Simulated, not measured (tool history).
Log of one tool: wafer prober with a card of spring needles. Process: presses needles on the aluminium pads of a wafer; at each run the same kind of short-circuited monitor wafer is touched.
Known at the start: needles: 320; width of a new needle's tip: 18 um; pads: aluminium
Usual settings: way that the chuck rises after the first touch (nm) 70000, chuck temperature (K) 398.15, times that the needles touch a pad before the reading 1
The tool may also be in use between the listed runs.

| run | hour | way that the chuck rises after the first touch (nm) | chuck temperature (K) | times that the needles touch a pad before the reading | resistance of one needle with its contact and lead (mohm) | way that a needle slides on the pad (nm) |
|---|---|---|---|---|---|---|
| 1 | 0.0 | 70000 | 398.15 | 1 | 241 | 18300 |
|  | 2.5 | tips cleaned on abrasive film |
|  | 14.6 | tips cleaned on abrasive film |
|  | 26.8 | tips cleaned on abrasive film |
|  | 38.9 | tips cleaned on abrasive film |
| 2 | 47.7 | 70000 | 398.15 | 1 | 254 | 18160 |
|  | 50.2 | tips cleaned on abrasive film |
|  | 59.9 | tips cleaned on abrasive film |
|  | 72.1 | tips cleaned on abrasive film |
|  | 84.2 | tips cleaned on abrasive film |
| 3 | 89.0 | 70000 | 398.15 | 1 | 236 | 18230 |
|  | 96.3 | tips cleaned on abrasive film |
|  | 108.5 | tips cleaned on abrasive film |
|  | 120.6 | tips cleaned on abrasive film |
|  | 132.7 | tips cleaned on abrasive film |
|  | 142.5 | tips cleaned on abrasive film |
|  | 154.6 | tips cleaned on abrasive film |
| 4 | 158.7 | 70000 | 398.15 | 1 | 233 | 18090 |
|  | 166.0 | tips cleaned on abrasive film |
|  | 175.7 | tips cleaned on abrasive film |
|  | 187.9 | tips cleaned on abrasive film |
|  | 200.0 | tips cleaned on abrasive film |
|  | 209.7 | tips cleaned on abrasive film |
|  | 221.9 | tips cleaned on abrasive film |
|  | 234.0 | tips cleaned on abrasive film |
|  | 243.7 | tips cleaned on abrasive film |
| 5 | 245.0 | 70000 | 324.15 | 1 | 209 | 17820 |
|  | 254.7 | tips cleaned on abrasive film |
|  | 264.5 | tips cleaned on abrasive film |
|  | 276.6 | tips cleaned on abrasive film |
|  | 286.3 | tips cleaned on abrasive film |
| 6 | 289.0 | 70000 | 324.15 | 1 | 215 | 17790 |
|  | 296.3 | tips cleaned on abrasive film |
|  | 308.4 | tips cleaned on abrasive film |
|  | 318.2 | tips cleaned on abrasive film |
|  | 330.3 | tips cleaned on abrasive film |
| 7 | 333.1 | 70000 | 324.15 | 1 | 219 | 17820 |
|  | 340.5 | tips cleaned on abrasive film |
|  | 352.6 | tips cleaned on abrasive film |
|  | 364.7 | tips cleaned on abrasive film |
|  | 376.9 | tips cleaned on abrasive film |
|  | 389.0 | tips cleaned on abrasive film |
|  | 401.1 | tips cleaned on abrasive film |
|  | 413.3 | tips cleaned on abrasive film |
|  | 423.3 | tips cleaned on abrasive film |
| 8 | 423.3 | 70000 | 398.15 | 1 | 219 | 17550 |
|  | 433.0 | tips cleaned on abrasive film |
|  | 442.8 | tips cleaned on abrasive film |
|  | 454.9 | tips cleaned on abrasive film |
|  | 464.6 | tips cleaned on abrasive film |
|  | 476.7 | tips cleaned on abrasive film |
| 9 | 479.1 | 70000 | 398.15 | 2 | 223 | 17480 |
|  | 488.8 | tips cleaned on abrasive film |
|  | 500.9 | tips cleaned on abrasive film |
|  | 513.0 | tips cleaned on abrasive film |
| 10 | 520.2 | 70000 | 398.15 | 2 | 237 | 17280 |
|  | 525.1 | tips cleaned on abrasive film |
|  | 537.3 | tips cleaned on abrasive film |
|  | 549.4 | tips cleaned on abrasive film |
|  | 561.5 | tips cleaned on abrasive film |
|  | 573.6 | tips cleaned on abrasive film |
|  | 583.5 | tips cleaned on abrasive film |
| 11 | 583.5 | 54000 | 398.15 | 2 | 226 | 13020 |
|  | 595.6 | tips cleaned on abrasive film |
|  | 605.3 | tips cleaned on abrasive film |
|  | 615.0 | tips cleaned on abrasive film |
|  | 627.1 | tips cleaned on abrasive film |
|  | 636.9 | tips cleaned on abrasive film |
| 12 | 642.4 | 54000 | 398.15 | 2 | 256 | 12900 |
|  | 647.3 | tips cleaned on abrasive film |
|  | 657.0 | tips cleaned on abrasive film |
|  | 669.2 | tips cleaned on abrasive film |
|  | 678.9 | tips cleaned on abrasive film |
|  | 691.0 | tips cleaned on abrasive film |
|  | 700.7 | tips cleaned on abrasive film |
|  | 712.9 | tips cleaned on abrasive film |
| 13 | 722.4 | 83000 | 316.15 | 3 | 206 | 20560 |
|  | 725.0 | tips cleaned on abrasive film |
|  | 737.1 | tips cleaned on abrasive film |
|  | 749.2 | tips cleaned on abrasive film |
|  | 761.4 | tips cleaned on abrasive film |
|  | 771.1 | tips cleaned on abrasive film |
|  | 783.2 | tips cleaned on abrasive film |
|  | 795.3 | tips cleaned on abrasive film |
|  | 807.5 | tips cleaned on abrasive film |
| 14 | 816.5 | 79000 | 387.15 | 1 | 244 | 19260 |
|  | 819.0 | tips cleaned on abrasive film |
|  | 828.7 | tips cleaned on abrasive film |
|  | 840.8 | tips cleaned on abrasive film |
|  | 850.6 | tips cleaned on abrasive film |
|  | 850.9 | height of the first contact set anew |
|  | 860.6 | tips cleaned on abrasive film |
|  | 872.7 | tips cleaned on abrasive film |
|  | 882.5 | tips cleaned on abrasive film |
|  | 893.7 | tips cleaned on abrasive film |
| 15 | 893.7 | 79000 | 387.15 | 1 | 209 | 20820 |
|  | 903.4 | tips cleaned on abrasive film |
|  | 915.6 | tips cleaned on abrasive film |
|  | 925.3 | tips cleaned on abrasive film |
|  | 937.4 | tips cleaned on abrasive film |
| 16 | 943.8 | 79000 | 387.15 | 1 | 235 | 20800 |
|  | 948.7 | tips cleaned on abrasive film |
|  | 960.9 | tips cleaned on abrasive film |
|  | 973.0 | tips cleaned on abrasive film |
|  | 982.7 | tips cleaned on abrasive film |
|  | 994.9 | tips cleaned on abrasive film |
|  | 1004.6 | tips cleaned on abrasive film |
| 17 | 1008.0 | 58000 | 353.15 | 1 | 240 | 14940 |
|  | 1015.3 | tips cleaned on abrasive film |
|  | 1025.0 | tips cleaned on abrasive film |
|  | 1037.2 | tips cleaned on abrasive film |
|  | 1049.3 | tips cleaned on abrasive film |
| 18 | 1056.8 | 76000 | 347.15 | 1 | 238 | 19730 |
|  | 1059.3 | tips cleaned on abrasive film |
|  | 1071.5 | tips cleaned on abrasive film |
|  | 1083.6 | tips cleaned on abrasive film |
|  | 1095.7 | tips cleaned on abrasive film |
|  | 1105.4 | tips cleaned on abrasive film |
| 19 | 1107.0 | 76000 | 303.15 | 1 | 208 | 19620 |
|  | 1116.7 | tips cleaned on abrasive film |
|  | 1128.8 | tips cleaned on abrasive film |
|  | 1141.0 | tips cleaned on abrasive film |
|  | 1153.1 | tips cleaned on abrasive film |
|  | 1162.8 | tips cleaned on abrasive film |
|  | 1174.9 | tips cleaned on abrasive film |
| 20 | 1176.8 | 76000 | 303.15 | 1 | 206 | 19360 |
|  | 1186.6 | tips cleaned on abrasive film |
|  | 1198.7 | tips cleaned on abrasive film |
|  | 1210.8 | tips cleaned on abrasive film |
|  | 1223.0 | tips cleaned on abrasive film |
| 21 | 1230.2 | 67000 | 398.15 | 2 | 239 | 16950 |
|  | 1235.1 | tips cleaned on abrasive film |
|  | 1247.2 | tips cleaned on abrasive film |
|  | 1259.4 | tips cleaned on abrasive film |
|  | 1271.5 | tips cleaned on abrasive film |
|  | 1281.2 | tips cleaned on abrasive film |
|  | 1293.3 | tips cleaned on abrasive film |
|  | 1303.1 | tips cleaned on abrasive film |
|  | 1315.2 | tips cleaned on abrasive film |
| 22 | 1321.1 | 87000 | 337.15 | 1 | 227 | 22190 |
|  | 1326.0 | tips cleaned on abrasive film |
|  | 1335.8 | tips cleaned on abrasive film |
|  | 1345.5 | tips cleaned on abrasive film |
|  | 1357.6 | tips cleaned on abrasive film |
|  | 1369.7 | tips cleaned on abrasive film |
|  | 1379.7 | tips cleaned on abrasive film |
| 23 | 1379.7 | 85000 | 337.15 | 1 | 202 | 21480 |
|  | 1391.8 | tips cleaned on abrasive film |
|  | 1401.6 | tips cleaned on abrasive film |
|  | 1413.7 | tips cleaned on abrasive film |
|  | 1423.4 | tips cleaned on abrasive film |
|  | 1435.6 | tips cleaned on abrasive film |
|  | 1447.7 | tips cleaned on abrasive film |
|  | 1459.8 | tips cleaned on abrasive film |
| 24 | 1468.3 | 85000 | 337.15 | 1 | 232 | 21380 |

3 ways to go on from here, each from the tool as it stands after run 24. What would each give?
|  | 1470.8 | tips cleaned on abrasive film |
|  | 1482.9 | tips cleaned on abrasive film |
|  | 1495.0 | tips cleaned on abrasive film |
|  | 1507.2 | tips cleaned on abrasive film |
|  | 1519.3 | tips cleaned on abrasive film |
|  | 1531.4 | tips cleaned on abrasive film |
|  | 1541.2 | tips cleaned on abrasive film |
| A | 1546.4 | 66000 | 337.15 | 1 | ? | ? |
|  | 1470.8 | tips cleaned on abrasive film |
|  | 1482.9 | tips cleaned on abrasive film |
|  | 1495.0 | tips cleaned on abrasive film |
|  | 1507.2 | tips cleaned on abrasive film |
|  | 1519.3 | tips cleaned on abrasive film |
|  | 1531.4 | tips cleaned on abrasive film |
|  | 1541.2 | tips cleaned on abrasive film |
| B | 1546.4 | 62000 | 337.15 | 2 | ? | ? |
|  | 1470.8 | tips cleaned on abrasive film |
|  | 1482.9 | tips cleaned on abrasive film |
|  | 1495.0 | tips cleaned on abrasive film |
|  | 1507.2 | tips cleaned on abrasive film |
|  | 1519.3 | tips cleaned on abrasive film |
|  | 1531.4 | tips cleaned on abrasive film |
|  | 1541.2 | tips cleaned on abrasive film |
| C | 1546.4 | 85000 | 313.15 | 2 | ? | ? |

| run | resistance of one needle with its contact and lead (mohm) | way that a needle slides on the pad (nm) |
|---|---|---|
| A | 247 | 16310 |
| B | 240 | 15220 |
| C | 211 | 21320 |
Without the tool's hidden state the same runs would have given:
| run | resistance of one needle with its contact and lead (mohm) | way that a needle slides on the pad (nm) |
|---|---|---|
| A | 196 | 17460 |
| B | 202 | 16370 |
| C | 189 | 22470 |
